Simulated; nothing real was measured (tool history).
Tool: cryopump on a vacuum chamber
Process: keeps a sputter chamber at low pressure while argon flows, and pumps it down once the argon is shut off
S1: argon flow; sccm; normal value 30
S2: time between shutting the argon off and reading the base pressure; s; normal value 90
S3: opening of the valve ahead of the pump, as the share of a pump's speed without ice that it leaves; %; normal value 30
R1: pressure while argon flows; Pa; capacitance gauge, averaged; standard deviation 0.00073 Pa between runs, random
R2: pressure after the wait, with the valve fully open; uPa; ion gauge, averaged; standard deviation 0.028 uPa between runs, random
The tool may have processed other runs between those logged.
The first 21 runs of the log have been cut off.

run    hour  S1   S2  S3      R1    R2
 22   788.9  30   23  32  0.1259  6.09
 23   828.3  30  299  30  0.1351  2.21
 24   865.1  32   32  34  0.1284  4.94
 25   905.4  32   32  34  0.1301  5.14
 26   957.6  32  255  21  0.2095  2.46
 27   993.0  32  255  21  0.2068  2.50
 28  1036.8  32  255  21  0.2089  2.72
 29  1067.8  29  165  21  0.1897  3.03
 30  1105.2  29  165  21  0.1885  3.05
 31  1158.5  24   44  19  0.1734  4.55
 32  1187.5  24   44  19  0.1759  4.73
 33  1213.9  17   69  59  0.0447  4.06

Branching from run 33: 5 alternative next runs. What would each branch give?
  A  1245.2  52   90  37   ?   ?
  B  1245.2  30   90  29   ?   ?
  C  1245.2  44  122  16   ?   ?
  D  1245.2  40   90  30   ?   ?
  E  1245.2  30   45  30   ?   ?

run      R1    R2
  A  0.2058  3.85
  B  0.1481  3.81
  C  0.3825  3.57
  D  0.1934  3.82
  E  0.1445  4.92
The same runs, with their run-to-run variation unchanged, on a tool lacking any hidden condition would have given:
run      R1    R2
  A  0.1844  1.33
  B  0.1357  1.29
  C  0.3642  1.02
  D  0.1768  1.30
  E  0.1321  2.40
